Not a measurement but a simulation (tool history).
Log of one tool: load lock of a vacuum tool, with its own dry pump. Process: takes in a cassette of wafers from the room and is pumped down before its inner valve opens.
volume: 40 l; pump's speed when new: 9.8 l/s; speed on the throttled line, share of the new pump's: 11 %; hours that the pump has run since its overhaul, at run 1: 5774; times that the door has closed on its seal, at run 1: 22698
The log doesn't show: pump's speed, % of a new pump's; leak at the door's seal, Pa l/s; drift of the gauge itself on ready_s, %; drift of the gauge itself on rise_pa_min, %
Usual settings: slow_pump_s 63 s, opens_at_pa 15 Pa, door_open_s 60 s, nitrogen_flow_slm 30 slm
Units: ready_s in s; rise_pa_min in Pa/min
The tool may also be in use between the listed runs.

| run | hour | slow_pump_s | opens_at_pa | door_open_s | nitrogen_flow_slm | hours that the pump has run since its overhaul | times that the door has closed on its seal | incoming humidity of the room's air, % | ready_s | rise_pa_min |
|---|---|---|---|---|---|---|---|---|---|---|
| 1 | 0.0 | 63 | 15 | 60 | 30 | 5774 | 22698 | 46.2 | 92.5 | 0.017 |
| 2 | 224.2 | 63 | 15 | 60 | 43 | 5999 | 23426 | 47.9 | 92.0 | 0.015 |
| 3 | 466.1 | 63 | 15 | 60 | 43 | 6241 | 24211 | 41.8 | 93.3 | 0.010 |
| 4 | 678.3 | 63 | 15 | 60 | 43 | 6453 | 24900 | 45.9 | 92.8 | 0.013 |
| 5 | 915.9 | 63 | 15 | 119 | 43 | 6690 | 25672 | 45.9 | 93.8 | 0.019 |
| 6 | 1107.1 | 63 | 15 | 119 | 43 | 6882 | 26292 | 44.9 | 92.6 | 0.017 |
| 7 | 1368.2 | 63 | 15 | 60 | 30 | 7143 | 27140 | 43.0 | 92.6 | 0.016 |
| 8 | 1644.2 | 63 | 15 | 60 | 30 | 7419 | 28036 | 47.4 | 92.8 | 0.018 |
| 9 | 1845.1 | 63 | 15 | 60 | 30 | 7620 | 28688 | 46.4 | 92.3 | 0.017 |
| 10 | 1997.3 | 63 | 15 | 60 | 30 | 7772 | 29182 | 46.9 | 93.7 | 0.018 |
| 11 | 2157.6 | 63 | 15 | 60 | 30 | 7932 | 29703 | 44.7 | 93.5 | 0.012 |
| 12 | 2330.7 | 63 | 15 | 60 | 30 | 8105 | 30265 | 45.7 | 92.3 | 0.017 |
| 13 | 2593.9 | 63 | 15 | 60 | 30 | 8368 | 31119 | 43.4 | 92.2 | 0.020 |
| 14 | 2857.4 | 63 | 15 | 60 | 30 | 8632 | 31975 | 43.4 | 92.9 | 0.016 |
| 15 | 2999.5 | 63 | 15 | 60 | 30 | 8774 | 32436 | 46.1 | 92.6 | 0.011 |
| 16 | 3260.1 | 75 | 15 | 60 | 30 | 9035 | 33282 | 47.9 | 103.7 | 0.019 |
| 17 | 3506.2 | 63 | 15 | 58 | 30 | 9281 | 34081 | 45.5 | 92.0 | 0.019 |
| 18 | 3685.3 | 63 | 12 | 60 | 30 | 9460 | 34663 | 43.0 | 94.2 | 0.012 |
| 19 | 3921.9 | 63 | 12 | 60 | 30 | 9696 | 35431 | 46.7 | 93.8 | 0.015 |
| 20 | 4106.1 | 54 | 15 | 60 | 32 | 9881 | 36029 | 47.7 | 84.8 | 0.013 |
| 21 | 4343.2 | 92 | 19 | 60 | 32 | 10118 | 36799 | 42.4 | 117.5 | 0.014 |
| 22 | 4633.4 | 96 | 10 | 60 | 30 | 10408 | 37741 | 45.0 | 124.5 | 0.017 |
| 23 | 4828.6 | 51 | 11 | 55 | 42 | 10603 | 38375 | 48.6 | 83.3 | 0.009 |
| 24 | 4995.0 | 51 | 11 | 55 | 42 | 10770 | 38915 | 44.0 | 83.2 | 0.013 |
| 25 | 5168.5 | 63 | 15 | 60 | 16 | 10943 | 39478 | 44.3 | 92.3 | 0.018 |
| 26 | 5446.8 | 76 | 21 | 60 | 8 | 11221 | 40382 | 43.9 | 102.4 | 0.029 |
| 27 | 5623.6 | 54 | 19 | 60 | 30 | 11398 | 40956 | 43.7 | 83.6 | 0.010 |
|  | 5655.9 | dry pump taken out, an overhauled one fitted |
| 28 | 5852.2 | 54 | 19 | 60 | 30 | 196 | 41679 | 46.6 | 83.7 | 0.021 |
| 29 | 6086.2 | 54 | 19 | 60 | 30 | 430 | 42438 | 46.0 | 83.1 | 0.016 |
| 30 | 6319.6 | 54 | 19 | 60 | 30 | 664 | 43196 | 42.7 | 83.5 | 0.013 |
| 31 | 6616.6 | 45 | 20 | 48 | 21 | 961 | 44160 | 46.1 | 76.2 | 0.016 |
|  | 6751.3 | door's seal changed, seat wiped |
| 32 | 6922.8 | 45 | 20 | 48 | 21 | 1265 | 557 | 46.3 | 75.6 | 0.018 |
| 33 | 7118.0 | 36 | 20 | 48 | 21 | 1461 | 1190 | 45.5 | 67.5 | 0.018 |
| 34 | 7290.5 | 36 | 20 | 48 | 21 | 1633 | 1750 | 46.1 | 67.6 | 0.019 |
| 35 | 7527.0 | 57 | 21 | 92 | 30 | 1870 | 2518 | 43.6 | 85.9 | 0.015 |
| 36 | 7675.3 | 72 | 21 | 55 | 27 | 2018 | 3000 | 41.2 | 99.9 | 0.018 |
| 37 | 7869.6 | 72 | 21 | 55 | 27 | 2212 | 3630 | 44.6 | 99.9 | 0.014 |
| 38 | 8074.8 | 72 | 21 | 55 | 27 | 2417 | 4297 | 43.7 | 99.3 | 0.013 |

Hidden state at the last listed run before each entry between runs and at the first one after, where it differs:
Between runs 27 and 28: dry pump taken out, an overhauled one fitted (hour 5655.9)
  pump's speed, % of a new pump's: 99.9 -> 100
Between runs 31 and 32: door's seal changed, seat wiped (hour 6751.3)
  leak at the door's seal, Pa l/s: 0.0036 -> 0.002
